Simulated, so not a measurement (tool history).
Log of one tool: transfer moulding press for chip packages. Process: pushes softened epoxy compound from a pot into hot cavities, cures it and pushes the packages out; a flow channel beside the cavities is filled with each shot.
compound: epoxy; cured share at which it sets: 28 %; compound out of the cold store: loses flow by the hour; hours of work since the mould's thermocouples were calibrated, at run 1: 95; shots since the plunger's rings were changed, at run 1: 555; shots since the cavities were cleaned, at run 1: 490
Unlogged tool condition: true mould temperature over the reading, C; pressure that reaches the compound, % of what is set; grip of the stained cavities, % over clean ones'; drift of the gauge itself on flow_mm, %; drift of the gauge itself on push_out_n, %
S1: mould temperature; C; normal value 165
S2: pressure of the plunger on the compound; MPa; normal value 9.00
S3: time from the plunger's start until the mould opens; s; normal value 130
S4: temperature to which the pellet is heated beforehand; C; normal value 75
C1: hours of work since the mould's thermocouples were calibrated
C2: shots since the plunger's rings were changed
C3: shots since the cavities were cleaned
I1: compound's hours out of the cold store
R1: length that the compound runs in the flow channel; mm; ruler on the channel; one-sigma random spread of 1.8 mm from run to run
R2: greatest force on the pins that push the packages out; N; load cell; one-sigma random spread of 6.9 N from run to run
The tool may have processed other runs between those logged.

run,day,S1,S2,S3,S4,C1,C2,C3,I1,R1,R2
1,0.000,165,9.00,130,75,95,555,490,23.1,680,430
2,0.312,165,9.00,130,75,98,600,535,15.5,701,421
3,0.575,173,9.00,130,75,101,638,573,15.6,668,368
# day 0.812: cavities cleaned with cleaning compound and waxed
4,0.962,173,9.00,130,75,104,686,22,26.7,641,243
5,1.175,165,8.30,130,75,106,716,52,30.3,634,296
6,1.442,165,9.00,130,79,109,755,91,43.5,621,329
7,1.696,165,9.00,150,75,112,792,128,44.0,623,314
8,2.067,165,9.00,150,75,116,846,182,16.0,700,314
9,2.438,165,9.00,150,75,120,900,236,10.3,715,321
10,2.721,165,9.00,150,75,123,941,277,15.4,694,351
11,3.092,171,8.07,134,76,127,995,331,38.0,585,330
12,3.275,164,9.00,160,68,129,1022,358,42.3,629,357
13,3.496,165,9.00,130,66,131,1054,390,27.9,661,403
14,3.750,159,10.26,115,72,134,1090,426,18.4,762,865
15,4.008,159,10.26,126,74,136,1127,463,24.8,742,723
16,4.325,159,10.26,126,74,140,1174,510,36.7,705,685
17,4.583,164,7.62,126,74,142,1211,547,12.7,656,472
18,4.792,165,10.37,162,79,145,1241,577,46.3,658,369

A few steps of R1 between consecutive runs. Split each: what settings, incoming material and random variation would produce without the hidden state, and what is left over for the hidden state, along with gauge scatter present in only one of the two compared results (measured, and without hidden state):
Run 1 -> 2: no setting changed, nothing entered. R1 +21 mm: hidden state -1, all else +22.
Run 10 -> 11: S1 165 -> 171, S2 9.00 -> 8.07, S3 150 -> 134, S4 75 -> 76. R1 -109 mm: hidden state +1, all else -110.
